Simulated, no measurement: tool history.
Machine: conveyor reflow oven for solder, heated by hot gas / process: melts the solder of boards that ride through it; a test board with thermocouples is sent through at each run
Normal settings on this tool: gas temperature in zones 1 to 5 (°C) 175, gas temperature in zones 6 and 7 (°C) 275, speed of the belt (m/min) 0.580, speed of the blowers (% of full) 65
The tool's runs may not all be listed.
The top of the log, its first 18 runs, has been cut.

| run | hour | gas temperature in zones 1 to 5 (°C) | gas temperature in zones 6 and 7 (°C) | speed of the belt (m/min) | speed of the blowers (% of full) | highest temperature of the board (°C) | time above the solder's melting point (s) |
|---|---|---|---|---|---|---|---|
| 19 | 280.7 | 175 | 275 | 0.580 | 84 | 261.0 | 69.9 |
| 20 | 300.8 | 172 | 272 | 0.490 | 74 | 261.1 | 81.8 |
| 21 | 309.8 | 172 | 272 | 0.482 | 74 | 260.8 | 83.5 |
| 22 | 320.7 | 172 | 275 | 0.640 | 74 | 255.3 | 57.9 |
| 23 | 338.3 | 175 | 290 | 0.514 | 51 | 270.1 | 83.7 |
| 24 | 352.5 | 162 | 275 | 0.528 | 81 | 261.7 | 72.8 |
| 25 | 372.9 | 164 | 288 | 0.533 | 57 | 267.4 | 74.6 |
| 26 | 384.2 | 164 | 288 | 0.533 | 57 | 267.2 | 74.6 |
| 27 | 401.9 | 164 | 288 | 0.533 | 57 | 267.5 | 74.6 |
| 28 | 412.0 | 164 | 288 | 0.533 | 57 | 267.1 | 74.8 |
| 29 | 430.7 | 187 | 275 | 0.670 | 65 | 254.5 | 59.1 |
| 30 | 447.0 | 188 | 275 | 0.670 | 65 | 254.3 | 59.7 |
| 31 | 461.7 | 188 | 279 | 0.580 | 65 | 262.5 | 74.8 |

3 ways to go on from here, each from the tool as it stands after run 31. What would each give?
| A | 472.4 | 188 | 279 | 0.494 | 65 | ? | ? |
| B | 472.4 | 181 | 275 | 0.580 | 65 | ? | ? |
| C | 472.4 | 163 | 275 | 0.580 | 70 | ? | ? |

| run | highest temperature of the board (°C) | time above the solder's melting point (s) |
|---|---|---|
| A | 266.7 | 91.4 |
| B | 258.1 | 69.3 |
| C | 256.2 | 61.2 |
Had the tool no hidden state, the same runs would have come out as:
| run | highest temperature of the board (°C) | time above the solder's melting point (s) |
|---|---|---|
| A | 267.5 | 90.6 |
| B | 258.9 | 68.8 |
| C | 256.9 | 60.9 |
